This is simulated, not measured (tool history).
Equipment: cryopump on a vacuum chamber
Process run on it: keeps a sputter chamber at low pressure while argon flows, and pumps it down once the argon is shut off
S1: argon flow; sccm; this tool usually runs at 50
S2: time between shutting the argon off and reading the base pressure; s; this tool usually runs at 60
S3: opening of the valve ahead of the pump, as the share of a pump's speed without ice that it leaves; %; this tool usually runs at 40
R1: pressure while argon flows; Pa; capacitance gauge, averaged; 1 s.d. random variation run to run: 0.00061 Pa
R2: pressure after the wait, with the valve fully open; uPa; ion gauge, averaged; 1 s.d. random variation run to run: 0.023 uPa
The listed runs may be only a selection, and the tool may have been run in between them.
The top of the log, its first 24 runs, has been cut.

{"run": 25, "hour": 593.8, "S1": 21, "S2": 23, "S3": 40, "R1": 0.039, "R2": 1.85}
{"run": 26, "hour": 631.0, "S1": 50, "S2": 39, "S3": 35, "R1": 0.104, "R2": 1.26}
{"run": 27, "hour": 659.1, "S1": 50, "S2": 39, "S3": 18, "R1": 0.2015, "R2": 1.32}
{"run": 28, "hour": 688.0, "S1": 56, "S2": 156, "S3": 48, "R1": 0.0861, "R2": 0.59}
{"run": 29, "hour": 709.9, "S1": 56, "S2": 156, "S3": 48, "R1": 0.0878, "R2": 0.59}
{"run": 30, "hour": 730.4, "S1": 56, "S2": 156, "S3": 48, "R1": 0.0874, "R2": 0.66}
{"run": 31, "hour": 756.5, "S1": 50, "S2": 270, "S3": 40, "R1": 0.0925, "R2": 0.54}
{"run": 32, "hour": 786.0, "S1": 50, "S2": 270, "S3": 40, "R1": 0.0934, "R2": 0.57}
{"run": 33, "hour": 815.8, "S1": 22, "S2": 44, "S3": 21, "R1": 0.076, "R2": 1.25}
{"run": 34, "hour": 841.4, "S1": 22, "S2": 44, "S3": 21, "R1": 0.0764, "R2": 1.32}

Below are 3 alternative next runs, each starting from the tool's condition after run 34. Predict each:
{"run": "A", "hour": 857.4, "S1": 22, "S2": 47, "S3": 48, "R1": "?", "R2": "?"}
{"run": "B", "hour": 857.4, "S1": 50, "S2": 60, "S3": 53, "R1": "?", "R2": "?"}
{"run": "C", "hour": 857.4, "S1": 28, "S2": 50, "S3": 21, "R1": "?", "R2": "?"}

run=A R1=0.035 R2=1.26
run=B R1=0.0719 R2=1.1
run=C R1=0.0972 R2=1.18
Stripped of hidden state, with their random variation kept, the same runs would have yielded:
run=A R1=0.0327 R2=0.89
run=B R1=0.0667 R2=0.74
run=C R1=0.0943 R2=0.82

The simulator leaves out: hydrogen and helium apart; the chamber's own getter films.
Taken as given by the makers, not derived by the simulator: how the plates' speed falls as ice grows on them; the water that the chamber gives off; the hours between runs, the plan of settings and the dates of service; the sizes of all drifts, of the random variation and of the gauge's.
